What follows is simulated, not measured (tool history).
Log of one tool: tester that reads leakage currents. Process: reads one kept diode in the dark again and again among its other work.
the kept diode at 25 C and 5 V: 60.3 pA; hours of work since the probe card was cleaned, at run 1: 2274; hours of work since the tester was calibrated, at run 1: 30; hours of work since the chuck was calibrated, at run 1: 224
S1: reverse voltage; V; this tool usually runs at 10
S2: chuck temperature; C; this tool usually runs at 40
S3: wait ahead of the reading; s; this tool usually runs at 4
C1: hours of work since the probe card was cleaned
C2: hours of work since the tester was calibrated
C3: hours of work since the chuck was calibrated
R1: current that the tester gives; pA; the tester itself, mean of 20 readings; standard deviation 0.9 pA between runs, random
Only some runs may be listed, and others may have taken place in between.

run,day,S1,S2,S3,C1,C2,C3,R1
1,0,10,40,4,2274,30,224,320.64
2,0.721,1.5,40,4,2282,38,232,142.62
3,1.896,1.5,40,4,2295,52,246,143.41
4,2.879,1.5,40,4,2306,63,257,144.16
5,3.7,2.4,40,4,2315,72,266,174.98
6,4.375,2.4,40,4,2323,80,274,174.97
7,5.3,10,40,4,2334,90,284,323.72
8,6.125,10,40,4,2343,99,294,322.95
9,7.538,10,40,4,2359,116,310,325.88
10,8.133,1.8,40,4,2366,122,316,156.76
11,9.071,1.8,40,4,2376,133,327,156.7
12,9.9,10,40,4,2386,142,336,327.18
13,10.512,10,40,4,2393,149,343,327.88
14,11.546,10,40,4,2404,161,355,327.48
15,12.142,10,40,1.96,2411,168,362,328.58
16,13.062,10,40,1.96,2422,178,372,332.45
17,13.721,10,40,1.96,2429,186,380,329.5
18,14.421,10,40,1.96,2437,194,388,331.48
19,15.558,10,40,1.96,2450,206,401,330.6
20,16.417,4.8,40,4.06,2460,216,410,241.87
# day 17.521: probe card cleaned and baked
21,17.521,4.8,60,1.83,0,227,421,1124.57
22,18.238,4.8,45,1.83,8,235,430,356.64
23,19.229,4.8,55,4.2,19,247,441,784.67
24,20.375,4.8,55,4.2,32,260,454,779.08
25,21.638,10,47,4,47,274,468,573.09
26,22.275,6.2,47,4,54,281,475,470.16
27,22.929,1.8,22,4,61,289,483,32.73
28,24.179,1.3,59,0.97,76,303,497,616.82
29,25.271,10,40,0.39,88,315,509,331.26
30,26.383,3.2,22,5.17,100,328,522,42.11
31,27.275,3.2,50,0.32,111,338,532,460.25
32,27.883,3.2,50,0.34,117,345,539,458.89
33,28.938,3.9,22,0.34,129,357,551,47.57
34,30.188,3.9,22,0.34,144,371,565,47.46
35,30.8,3.9,22,0.34,151,378,572,47.88
36,32.004,1.1,40,6.88,164,392,586,132.22
37,33.175,1.1,40,6.88,177,405,599,132.74

Each row is a separate what-if for the run after 37, all from the same tool condition, not one after another. Results?
A,34.446,1.2,54,1.61,192,419,613,?
B,34.446,1.1,26,6.88,192,419,613,?
C,34.446,1.1,58,5.02,192,419,613,?
D,34.446,4.3,25,0.34,192,419,613,?
E,34.446,1.2,29,6.88,192,419,613,?

run,R1
A,419.3
B,39.72
C,544.72
D,65.65
E,53.8
Without the tool's unlogged condition, the same runs would have read:
run,R1
A,381.87
B,35.45
C,497.2
D,58.55
E,48.15

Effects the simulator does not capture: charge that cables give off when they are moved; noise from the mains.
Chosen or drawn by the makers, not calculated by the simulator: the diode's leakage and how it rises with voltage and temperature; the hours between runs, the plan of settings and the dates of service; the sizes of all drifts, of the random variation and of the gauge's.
